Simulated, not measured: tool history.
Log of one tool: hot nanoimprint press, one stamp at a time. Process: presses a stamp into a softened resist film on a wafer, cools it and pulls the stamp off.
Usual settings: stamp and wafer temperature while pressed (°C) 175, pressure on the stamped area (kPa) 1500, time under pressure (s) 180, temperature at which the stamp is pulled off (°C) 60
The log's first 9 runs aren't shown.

run   hour  stamp and wafer temperature while pressed (°C)  pressure on the stamped area (kPa)  time under pressure (s)  temperature at which the stamp is pulled off (°C)  hours of work since the thermocouple was calibrated  imprints on the stamp's release coat  hours of work since the press's seals were changed  resist left under the stamp's widest pad (Å)  greatest force while the stamp is pulled off (N)
 10  178.3                                             175                                1500                      180                                                 60                                                  381                                  1847                                                 282                                          2296                                               179
       204  -- stamp cleaned and given a new release coat
 11  206.2                                             175                                1500                      180                                                 60                                                  394                                    10                                                 294                                          2288                                               178
 12    219                                             175                                1500                      180                                                 60                                                  401                                    69                                                 302                                          2293                                               173
 13  239.7                                             175                                1500                      180                                                 60                                                  413                                   164                                                 314                                          2298                                               180
 14  258.9                                             175                                1500                      180                                                 60                                                  424                                   252                                                 325                                          2290                                               177
 15  282.7                                             175                                1500                      180                                                 60                                                  438                                   362                                                 339                                          2312                                               182
 16  297.2                                             175                                1500                      180                                                 60                                                  446                                   429                                                 347                                          2315                                               180
 17  312.3                                             175                                1500                      180                                                 60                                                  455                                   498                                                 356                                          2308                                               175
 18  334.4                                             175                                1500                      180                                                 60                                                  468                                   600                                                 369                                          2297                                               181
 19  354.1                                             175                                1500                      180                                                 60                                                  479                                   691                                                 380                                          2287                                               183
 20  377.7                                             175                                1690                      209                                                 60                                                  493                                   799                                                 394                                          2046                                               184
 21  393.8                                             175                                1690                      209                                                 60                                                  502                                   873                                                 403                                          2052                                               182

Run 22 comes next. What will it give?
 22  405.7                                             169                                1380                      353                                                 50                                                  509                                   928                                                 410                                             ?                                                 ?

Run 22 gave resist left under the stamp's widest pad (Å) 2350, greatest force while the stamp is pulled off (N) 221.
Without the tool's hidden state the same run would have given resist left under the stamp's widest pad (Å) 2352, greatest force while the stamp is pulled off (N) 220.
